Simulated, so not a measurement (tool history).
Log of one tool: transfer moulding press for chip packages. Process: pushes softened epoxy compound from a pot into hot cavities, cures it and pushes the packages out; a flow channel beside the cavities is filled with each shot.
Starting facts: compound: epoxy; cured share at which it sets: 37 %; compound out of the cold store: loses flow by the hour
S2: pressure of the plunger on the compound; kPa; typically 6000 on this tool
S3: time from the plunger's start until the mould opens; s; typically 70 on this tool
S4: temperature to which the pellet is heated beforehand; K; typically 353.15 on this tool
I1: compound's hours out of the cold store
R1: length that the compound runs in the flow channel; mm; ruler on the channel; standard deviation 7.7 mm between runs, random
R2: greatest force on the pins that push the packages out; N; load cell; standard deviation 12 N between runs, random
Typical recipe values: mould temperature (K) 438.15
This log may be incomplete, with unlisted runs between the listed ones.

Run 1, hour 0.0: usual settings; I1 27.5. Result: R1 893 mm, R2 621 N.
At hour 37.5: cavities cleaned with cleaning compound and waxed.
Run 2, hour 92.1: usual settings but S3 106 s; I1 24.7. Result: R1 925 mm, R2 304 N.
At hour 100.1: cavities cleaned with cleaning compound and waxed.
At hour 118.4: plunger's sealing rings changed.
Run 3, hour 141.8: usual settings; I1 26.8. Result: R1 915 mm, R2 617 N.
At hour 161.0: mould's thermocouples calibrated.
At hour 170.0: cavities cleaned with cleaning compound and waxed.
Run 4, hour 190.4: usual settings; I1 40.6. Result: R1 860 mm, R2 590 N.
At hour 232.5: cavities cleaned with cleaning compound and waxed.
Run 5, hour 257.5: usual settings; I1 15.7. Result: R1 939 mm, R2 622 N.
At hour 299.7: cavities cleaned with cleaning compound and waxed.
Run 6, hour 299.7: usual settings; I1 12.9. Result: R1 953 mm, R2 627 N.
At hour 340.9: plunger's sealing rings changed.
At hour 365.7: cavities cleaned with cleaning compound and waxed.
Run 7, hour 378.4: usual settings but S4 358.15 K; I1 44.1. Result: R1 850 mm, R2 565 N.
At hour 431.8: cavities cleaned with cleaning compound and waxed.
Run 8, hour 460.4: usual settings but S4 358.15 K; I1 32.2. Result: R1 885 mm, R2 596 N.
At hour 499.3: cavities cleaned with cleaning compound and waxed.
Run 9, hour 519.9: usual settings but S4 358.15 K; I1 14.6. Result: R1 949 mm, R2 609 N.
At hour 565.4: plunger's sealing rings changed.
At hour 566.9: cavities cleaned with cleaning compound and waxed.
Run 10, hour 566.9: usual settings but mould temperature (K) 432.15; I1 36.2. Result: R1 909 mm, R2 955 N.
At hour 630.6: mould's thermocouples calibrated.
At hour 632.1: cavities cleaned with cleaning compound and waxed.
Run 11, hour 632.1: usual settings but mould temperature (K) 445.15, S3 97 s, S4 357.15 K; I1 30.3. Result: R1 873 mm, R2 296 N.
Run 12, hour 691.6: usual settings but mould temperature (K) 445.15, S3 97 s, S4 357.15 K; I1 26.8. Result: R1 888 mm, R2 309 N.
At hour 696.9: cavities cleaned with cleaning compound and waxed.
At hour 758.8: cavities cleaned with cleaning compound and waxed.
Run 13, hour 768.8: usual settings but mould temperature (K) 437.15, S2 5580 kPa, S3 92 s; I1 32.6. Result: R1 873 mm, R2 346 N.
At hour 792.0: plunger's sealing rings changed.
At hour 830.0: cavities cleaned with cleaning compound and waxed.
Run 14, hour 854.9: usual settings but S2 6930 kPa, S3 94 s, S4 345.15 K; I1 13.6. Result: R1 1019 mm, R2 341 N.
At hour 897.0: cavities cleaned with cleaning compound and waxed.
Run 15, hour 923.8: usual settings but mould temperature (K) 432.15, S3 60 s; I1 45.7. Result: R1 862 mm, R2 1257 N.
At hour 963.0: cavities cleaned with cleaning compound and waxed.
Run 16, hour 967.9: usual settings but mould temperature (K) 432.15, S2 6900 kPa, S3 60 s, S4 355.15 K; I1 13.0. Result: R1 1047 mm, R2 1317 N.
At hour 1014.2: plunger's sealing rings changed.
At hour 1035.1: cavities cleaned with cleaning compound and waxed.
Run 17, hour 1041.1: usual settings but mould temperature (K) 432.15, S2 5770 kPa, S3 60 s, S4 348.15 K; I1 30.9. Result: R1 889 mm, R2 1281 N.
Run 18, hour 1079.3: usual settings but mould temperature (K) 432.15, S2 4560 kPa, S3 80 s, S4 352.15 K; I1 33.1. Result: R1 786 mm, R2 655 N.
At hour 1095.7: mould's thermocouples calibrated.
At hour 1101.7: cavities cleaned with cleaning compound and waxed.
At hour 1169.0: cavities cleaned with cleaning compound and waxed.
Run 19, hour 1178.6: usual settings but mould temperature (K) 432.15, S2 4560 kPa, S3 80 s, S4 352.15 K; I1 15.7. Result: R1 831 mm, R2 712 N.
Run 20, hour 1225.0: usual settings but mould temperature (K) 445.15, S2 4680 kPa; I1 47.5. Result: R1 725 mm, R2 359 N.

Consider 5 possible next runs. They are alternatives, not a sequence: every one starts from the tool as it was left by run 20. What does each give?
At hour 1232.0: cavities cleaned with cleaning compound and waxed.
At hour 1242.1: plunger's sealing rings changed.
Run A, hour 1287.7: usual settings but S3 55 s, S4 357.15 K; I1 29.8. Result: R1 ?, R2 ?.
At hour 1232.0: cavities cleaned with cleaning compound and waxed.
At hour 1242.1: plunger's sealing rings changed.
Run B, hour 1287.7: usual settings but mould temperature (K) 435.15, S2 4680 kPa; I1 15.0. Result: R1 ?, R2 ?.
At hour 1232.0: cavities cleaned with cleaning compound and waxed.
At hour 1242.1: plunger's sealing rings changed.
Run C, hour 1287.7: usual settings but S2 7360 kPa, S3 81 s; I1 21.2. Result: R1 ?, R2 ?.
At hour 1232.0: cavities cleaned with cleaning compound and waxed.
At hour 1242.1: plunger's sealing rings changed.
Run D, hour 1287.7: usual settings but S2 4750 kPa, S4 359.15 K; I1 11.0. Result: R1 ?, R2 ?.
At hour 1232.0: cavities cleaned with cleaning compound and waxed.
At hour 1242.1: plunger's sealing rings changed.
Run E, hour 1287.7: usual settings but mould temperature (K) 436.15, S3 83 s, S4 361.15 K; I1 47.0. Result: R1 ?, R2 ?.

run    R1    R2
  A   898  1114
  B   862   805
  C  1018   420
  D   850   604
  E   852   428
Take away the tool's hidden state, keep each run's random variation, and the runs would have read:
run    R1    R2
  A   898  1105
  B   862   798
  C  1018   417
  D   851   599
  E   852   425
